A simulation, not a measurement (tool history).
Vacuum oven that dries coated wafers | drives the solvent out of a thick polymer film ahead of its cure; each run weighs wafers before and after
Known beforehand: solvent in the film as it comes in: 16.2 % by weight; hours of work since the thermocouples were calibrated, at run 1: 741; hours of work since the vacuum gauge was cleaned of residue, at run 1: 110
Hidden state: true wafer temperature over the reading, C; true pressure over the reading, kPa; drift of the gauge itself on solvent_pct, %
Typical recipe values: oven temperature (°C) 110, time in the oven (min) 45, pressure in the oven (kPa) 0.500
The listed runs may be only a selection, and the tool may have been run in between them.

| run | hour | oven temperature (°C) | time in the oven (min) | pressure in the oven (kPa) | hours of work since the thermocouples were calibrated | hours of work since the vacuum gauge was cleaned of residue | solvent left in the film (%) |
|---|---|---|---|---|---|---|---|
| 1 | 0.0 | 110 | 45 | 0.500 | 741 | 110 | 1.63 |
| 2 | 5.7 | 110 | 45 | 0.500 | 746 | 114 | 1.62 |
| 3 | 10.6 | 110 | 45 | 0.677 | 749 | 117 | 1.74 |
| 4 | 22.1 | 110 | 26 | 0.500 | 758 | 126 | 3.73 |
| 5 | 29.3 | 110 | 26 | 0.500 | 763 | 131 | 3.72 |
| 6 | 37.9 | 110 | 45 | 0.500 | 769 | 137 | 1.63 |
| 7 | 45.3 | 110 | 40 | 0.500 | 775 | 143 | 2.05 |
| 8 | 55.4 | 108 | 45 | 0.500 | 782 | 150 | 2.02 |
| 9 | 64.6 | 110 | 45 | 0.500 | 789 | 157 | 1.66 |
| 10 | 73.5 | 96 | 45 | 0.500 | 796 | 164 | 4.01 |
| 11 | 81.9 | 96 | 45 | 0.500 | 802 | 170 | 4.09 |
| 12 | 92.9 | 96 | 45 | 0.500 | 810 | 178 | 3.99 |
|  | 95.8 | oven's thermocouples calibrated |
| 13 | 103.3 | 96 | 45 | 0.500 | 6 | 184 | 4.12 |
| 14 | 108.6 | 102 | 45 | 0.500 | 9 | 188 | 2.88 |
| 15 | 118.2 | 110 | 45 | 0.500 | 17 | 195 | 1.57 |
| 16 | 130.2 | 110 | 45 | 0.500 | 25 | 204 | 1.68 |
| 17 | 138.6 | 110 | 45 | 0.500 | 32 | 210 | 1.77 |
| 18 | 148.8 | 110 | 45 | 0.500 | 39 | 218 | 1.69 |
|  | 157.5 | oven's thermocouples calibrated, once more |
| 19 | 161.0 | 110 | 45 | 0.500 | 3 | 225 | 1.55 |
| 20 | 167.5 | 110 | 69 | 0.500 | 7 | 230 | 0.62 |
| 21 | 179.2 | 110 | 45 | 0.500 | 16 | 239 | 1.58 |
| 22 | 188.8 | 110 | 45 | 0.500 | 23 | 246 | 1.62 |
| 23 | 195.8 | 110 | 45 | 0.500 | 28 | 251 | 1.54 |
| 24 | 202.5 | 101 | 27 | 1.599 | 33 | 256 | 5.90 |
| 25 | 213.0 | 101 | 27 | 1.599 | 41 | 263 | 5.71 |
| 26 | 222.0 | 101 | 27 | 1.044 | 48 | 270 | 5.41 |
| 27 | 231.2 | 122 | 26 | 0.625 | 54 | 277 | 1.86 |
| 28 | 238.3 | 122 | 26 | 0.625 | 60 | 282 | 1.79 |
| 29 | 246.6 | 122 | 26 | 0.625 | 66 | 288 | 1.84 |
| 30 | 255.3 | 122 | 26 | 0.625 | 72 | 295 | 1.80 |
| 31 | 262.6 | 122 | 26 | 0.625 | 77 | 300 | 1.74 |
| 32 | 269.3 | 113 | 27 | 0.500 | 82 | 305 | 2.87 |
| 33 | 276.1 | 100 | 24 | 0.500 | 87 | 310 | 5.91 |
| 34 | 284.2 | 100 | 70 | 0.268 | 93 | 316 | 1.41 |
| 35 | 290.9 | 100 | 70 | 0.268 | 98 | 321 | 1.39 |
| 36 | 298.9 | 109 | 45 | 0.500 | 104 | 327 | 1.67 |
| 37 | 308.3 | 117 | 45 | 0.500 | 111 | 334 | 0.88 |
| 38 | 316.3 | 119 | 45 | 0.267 | 117 | 339 | 0.65 |
| 39 | 321.9 | 100 | 29 | 0.500 | 121 | 344 | 5.10 |
| 40 | 328.0 | 110 | 33 | 1.434 | 126 | 348 | 3.07 |
| 41 | 340.0 | 116 | 45 | 1.457 | 134 | 357 | 1.43 |
| 42 | 345.2 | 116 | 32 | 1.273 | 138 | 361 | 2.22 |
| 43 | 350.4 | 105 | 25 | 0.309 | 142 | 365 | 4.67 |
| 44 | 356.9 | 98 | 50 | 0.645 | 147 | 369 | 3.06 |
| 45 | 365.2 | 100 | 45 | 0.295 | 153 | 375 | 2.93 |
| 46 | 373.3 | 116 | 30 | 0.370 | 159 | 381 | 1.96 |

Alternative continuations, all from the tool just after run 46; predict every row:
| A | 383.6 | 114 | 45 | 0.564 | 167 | 389 | ? |
| B | 383.6 | 109 | 29 | 0.288 | 167 | 389 | ? |
| C | 383.6 | 101 | 49 | 0.285 | 167 | 389 | ? |
| D | 383.6 | 95 | 71 | 0.600 | 167 | 389 | ? |
| E | 383.6 | 108 | 32 | 1.562 | 167 | 389 | ? |

| run | solvent left in the film (%) |
|---|---|
| A | 1.22 |
| B | 3.26 |
| C | 2.42 |
| D | 2.43 |
| E | 3.71 |
What these runs would have given with no unlogged condition in the tool:
| run | solvent left in the film (%) |
|---|---|
| A | 1.21 |
| B | 3.29 |
| C | 2.43 |
| D | 2.42 |
| E | 3.75 |
